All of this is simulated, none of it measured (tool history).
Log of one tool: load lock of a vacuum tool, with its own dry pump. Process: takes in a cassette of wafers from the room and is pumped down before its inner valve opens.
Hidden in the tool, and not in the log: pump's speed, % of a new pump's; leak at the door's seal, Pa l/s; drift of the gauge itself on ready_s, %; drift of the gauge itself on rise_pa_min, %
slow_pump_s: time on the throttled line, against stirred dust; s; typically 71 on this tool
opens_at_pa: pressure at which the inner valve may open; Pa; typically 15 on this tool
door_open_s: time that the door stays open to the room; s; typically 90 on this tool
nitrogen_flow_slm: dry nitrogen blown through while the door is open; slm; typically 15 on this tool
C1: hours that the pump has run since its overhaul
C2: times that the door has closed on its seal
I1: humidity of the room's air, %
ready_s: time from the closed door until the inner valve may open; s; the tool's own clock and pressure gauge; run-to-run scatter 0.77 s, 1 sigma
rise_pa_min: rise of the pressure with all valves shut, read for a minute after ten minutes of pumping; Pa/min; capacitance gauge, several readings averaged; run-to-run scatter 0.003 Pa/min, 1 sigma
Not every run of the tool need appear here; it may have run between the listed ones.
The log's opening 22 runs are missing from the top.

{"run": 23, "hour": 2888.3, "slow_pump_s": 37, "opens_at_pa": 24, "door_open_s": 137, "nitrogen_flow_slm": 15, "C1": 620, "C2": 23114, "I1": 40.6, "ready_s": 88.8, "rise_pa_min": 0.077}
{"run": 24, "hour": 3011.5, "slow_pump_s": 37, "opens_at_pa": 24, "door_open_s": 50, "nitrogen_flow_slm": 15, "C1": 743, "C2": 23495, "I1": 41, "ready_s": 88.8, "rise_pa_min": 0.063}
{"run": 25, "hour": 3104.0, "slow_pump_s": 37, "opens_at_pa": 24, "door_open_s": 50, "nitrogen_flow_slm": 15, "C1": 835, "C2": 23781, "I1": 42.4, "ready_s": 87.8, "rise_pa_min": 0.065}
{"run": 26, "hour": 3288.2, "slow_pump_s": 38, "opens_at_pa": 17, "door_open_s": 97, "nitrogen_flow_slm": 12, "C1": 1020, "C2": 24352, "I1": 46.5, "ready_s": 92.1, "rise_pa_min": 0.087}
{"run": 27, "hour": 3408.2, "slow_pump_s": 76, "opens_at_pa": 25, "door_open_s": 113, "nitrogen_flow_slm": 9, "C1": 1140, "C2": 24723, "I1": 43, "ready_s": 117.9, "rise_pa_min": 0.087}
{"run": 28, "hour": 3500.5, "slow_pump_s": 56, "opens_at_pa": 20, "door_open_s": 90, "nitrogen_flow_slm": 6, "C1": 1232, "C2": 25009, "I1": 45.6, "ready_s": 104.3, "rise_pa_min": 0.089}
{"run": 29, "hour": 3613.6, "slow_pump_s": 56, "opens_at_pa": 20, "door_open_s": 90, "nitrogen_flow_slm": 12, "C1": 1345, "C2": 25359, "I1": 43.5, "ready_s": 104.1, "rise_pa_min": 0.081}
{"run": 30, "hour": 3719.2, "slow_pump_s": 56, "opens_at_pa": 20, "door_open_s": 90, "nitrogen_flow_slm": 12, "C1": 1451, "C2": 25686, "I1": 44.5, "ready_s": 104.7, "rise_pa_min": 0.085}
{"run": 31, "hour": 3897.2, "slow_pump_s": 56, "opens_at_pa": 20, "door_open_s": 90, "nitrogen_flow_slm": 12, "C1": 1629, "C2": 26237, "I1": 42.4, "ready_s": 103.5, "rise_pa_min": 0.086}
{"run": 32, "hour": 4062.6, "slow_pump_s": 53, "opens_at_pa": 12, "door_open_s": 140, "nitrogen_flow_slm": 5, "C1": 1794, "C2": 26749, "I1": 46.3, "ready_s": 106.6, "rise_pa_min": 0.107}
{"run": 33, "hour": 4235.2, "slow_pump_s": 40, "opens_at_pa": 28, "door_open_s": 90, "nitrogen_flow_slm": 15, "C1": 1967, "C2": 27283, "I1": 43.6, "ready_s": 90.8, "rise_pa_min": 0.079}
{"run": 34, "hour": 4420.6, "slow_pump_s": 40, "opens_at_pa": 28, "door_open_s": 199, "nitrogen_flow_slm": 15, "C1": 2152, "C2": 27857, "I1": 45.6, "ready_s": 91.1, "rise_pa_min": 0.108}
{"run": 35, "hour": 4588.4, "slow_pump_s": 40, "opens_at_pa": 28, "door_open_s": 199, "nitrogen_flow_slm": 15, "C1": 2320, "C2": 28376, "I1": 44.8, "ready_s": 92.4, "rise_pa_min": 0.106}
{"run": 36, "hour": 4780.9, "slow_pump_s": 71, "opens_at_pa": 15, "door_open_s": 71, "nitrogen_flow_slm": 9, "C1": 2512, "C2": 28972, "I1": 45.7, "ready_s": 119.2, "rise_pa_min": 0.084}

Each row is a separate what-if for the run after 36, all from the same tool condition, not one after another. Results?
{"run": "A", "hour": 4955.0, "slow_pump_s": 142, "opens_at_pa": 12, "door_open_s": 90, "nitrogen_flow_slm": 15, "C1": 2686, "C2": 29511, "I1": 46.8, "ready_s": "?", "rise_pa_min": "?"}
{"run": "B", "hour": 4955.0, "slow_pump_s": 71, "opens_at_pa": 15, "door_open_s": 90, "nitrogen_flow_slm": 8, "C1": 2686, "C2": 29511, "I1": 43.9, "ready_s": "?", "rise_pa_min": "?"}
{"run": "C", "hour": 4955.0, "slow_pump_s": 60, "opens_at_pa": 15, "door_open_s": 49, "nitrogen_flow_slm": 20, "C1": 2686, "C2": 29511, "I1": 48.5, "ready_s": "?", "rise_pa_min": "?"}

run=A ready_s=175.8 rise_pa_min=0.09
run=B ready_s=119.4 rise_pa_min=0.097
run=C ready_s=111.9 rise_pa_min=0.071
The same runs, with their run-to-run variation unchanged, on a tool lacking any hidden condition would have given:
run=A ready_s=174.7 rise_pa_min=0.046
run=B ready_s=117.8 rise_pa_min=0.053
run=C ready_s=110 rise_pa_min=0.028

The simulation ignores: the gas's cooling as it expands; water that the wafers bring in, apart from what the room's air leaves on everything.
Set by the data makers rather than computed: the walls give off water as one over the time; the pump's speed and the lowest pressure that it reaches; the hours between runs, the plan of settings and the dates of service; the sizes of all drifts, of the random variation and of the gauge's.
